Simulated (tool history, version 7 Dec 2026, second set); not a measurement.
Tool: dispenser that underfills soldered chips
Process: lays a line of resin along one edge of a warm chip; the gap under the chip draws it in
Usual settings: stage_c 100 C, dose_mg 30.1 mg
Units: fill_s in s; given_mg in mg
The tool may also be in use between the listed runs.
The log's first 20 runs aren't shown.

-- hour=181.8 new syringe of resin
run 21 hour=182.0 | stage_c=89 dose_mg=32.7 | fill_s=60.1 given_mg=31.41
run 22 hour=191.8 | stage_c=89 dose_mg=32.7 | fill_s=99.8 given_mg=31.39
-- hour=200.3 new syringe of resin
run 23 hour=203.0 | stage_c=92 dose_mg=35.9 | fill_s=59.0 given_mg=34.13
-- hour=210.4 dispensing valve cleaned and set on the balance
run 24 hour=216.2 | stage_c=88 dose_mg=31.5 | fill_s=133.3 given_mg=31.40
-- hour=220.4 new syringe of resin
run 25 hour=225.6 | stage_c=87 dose_mg=30.2 | fill_s=84.5 given_mg=29.99
run 26 hour=237.7 | stage_c=110 dose_mg=30.5 | fill_s=64.1 given_mg=30.14
-- hour=239.7 new syringe of resin
run 27 hour=246.9 | stage_c=90 dose_mg=28.8 | fill_s=84.8 given_mg=28.21
-- hour=258.4 new syringe of resin
run 28 hour=258.4 | stage_c=90 dose_mg=28.8 | fill_s=58.2 given_mg=28.08
run 29 hour=269.9 | stage_c=95 dose_mg=33.1 | fill_s=85.5 given_mg=31.87
run 30 hour=275.9 | stage_c=95 dose_mg=33.1 | fill_s=116.6 given_mg=31.80
-- hour=277.0 new syringe of resin
run 31 hour=282.5 | stage_c=102 dose_mg=36.9 | fill_s=44.2 given_mg=35.71
run 32 hour=293.9 | stage_c=100 dose_mg=30.6 | fill_s=92.7 given_mg=29.32
-- hour=296.4 new syringe of resin
run 33 hour=305.0 | stage_c=114 dose_mg=33.4 | fill_s=34.6 given_mg=31.84
-- hour=312.6 dispensing valve cleaned and set on the balance
-- hour=315.9 new syringe of resin
run 34 hour=317.2 | stage_c=101 dose_mg=32.0 | fill_s=38.8 given_mg=31.70
run 35 hour=323.1 | stage_c=101 dose_mg=32.0 | fill_s=53.7 given_mg=31.80

3 ways to go on from here, each from the tool as it stands after run 35. What would each give?
-- hour=334.8 new syringe of resin
run A hour=335.4 | stage_c=101 dose_mg=36.8 | fill_s=? given_mg=?
-- hour=334.8 new syringe of resin
run B hour=335.4 | stage_c=105 dose_mg=33.2 | fill_s=? given_mg=?
-- hour=334.8 new syringe of resin
run C hour=335.4 | stage_c=109 dose_mg=30.1 | fill_s=? given_mg=?

run=A fill_s=36.3 given_mg=36.32
run=B fill_s=31.8 given_mg=32.76
run=C fill_s=28.0 given_mg=29.61
Without the tool's hidden state the same runs would have given:
run=A fill_s=38.7 given_mg=36.77
run=B fill_s=33.7 given_mg=33.17
run=C fill_s=29.7 given_mg=29.97

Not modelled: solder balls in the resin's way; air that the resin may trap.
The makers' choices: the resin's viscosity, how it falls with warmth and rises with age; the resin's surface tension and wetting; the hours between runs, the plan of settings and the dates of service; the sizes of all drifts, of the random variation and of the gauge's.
